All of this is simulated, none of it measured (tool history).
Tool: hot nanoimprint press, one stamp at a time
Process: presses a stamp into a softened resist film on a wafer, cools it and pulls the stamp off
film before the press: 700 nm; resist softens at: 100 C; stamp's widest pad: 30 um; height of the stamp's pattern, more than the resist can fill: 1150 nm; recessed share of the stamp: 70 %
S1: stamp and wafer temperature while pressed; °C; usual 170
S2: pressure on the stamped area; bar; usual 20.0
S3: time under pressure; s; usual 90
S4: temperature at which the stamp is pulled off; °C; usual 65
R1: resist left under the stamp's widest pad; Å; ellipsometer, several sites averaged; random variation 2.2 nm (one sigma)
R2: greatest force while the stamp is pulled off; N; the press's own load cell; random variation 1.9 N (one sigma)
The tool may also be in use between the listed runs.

| run | hour | S1 | S2 | S3 | S4 | R1 | R2 |
|---|---|---|---|---|---|---|---|
| 1 | 0.0 | 170 | 20.0 | 90 | 65 | 3651 | 125 |
|  | 21.7 | stamp cleaned and given a new release coat |
| 2 | 34.6 | 170 | 20.0 | 90 | 57 | 3689 | 126 |
| 3 | 62.0 | 170 | 20.0 | 90 | 57 | 3696 | 122 |
| 4 | 77.1 | 170 | 20.0 | 90 | 57 | 3726 | 127 |
| 5 | 92.4 | 170 | 20.0 | 68 | 65 | 4067 | 106 |
| 6 | 105.7 | 170 | 20.0 | 68 | 65 | 4034 | 104 |
| 7 | 118.2 | 170 | 20.0 | 90 | 65 | 3766 | 107 |
| 8 | 141.5 | 170 | 20.0 | 90 | 65 | 3742 | 107 |
| 9 | 161.9 | 170 | 20.0 | 90 | 65 | 3789 | 109 |
| 10 | 181.1 | 170 | 20.0 | 90 | 65 | 3739 | 109 |
| 11 | 199.6 | 170 | 20.0 | 90 | 65 | 3754 | 107 |
| 12 | 225.6 | 170 | 14.5 | 90 | 65 | 4364 | 112 |
| 13 | 247.0 | 170 | 14.5 | 90 | 65 | 4386 | 112 |
| 14 | 271.7 | 170 | 14.5 | 90 | 65 | 4445 | 113 |
|  | 277.0 | plate thermocouple calibrated |
| 15 | 299.9 | 170 | 14.5 | 90 | 65 | 4513 | 116 |
| 16 | 314.6 | 161 | 20.0 | 90 | 65 | 5190 | 114 |

The next listed run, before its measurement:
| 17 | 334.9 | 161 | 27.1 | 90 | 62 | ? | ? |

Run 17 gave R1 4646 Å, R2 128 N.
Without the tool's hidden state the same run would have given R1 4159 Å, R2 110 N.
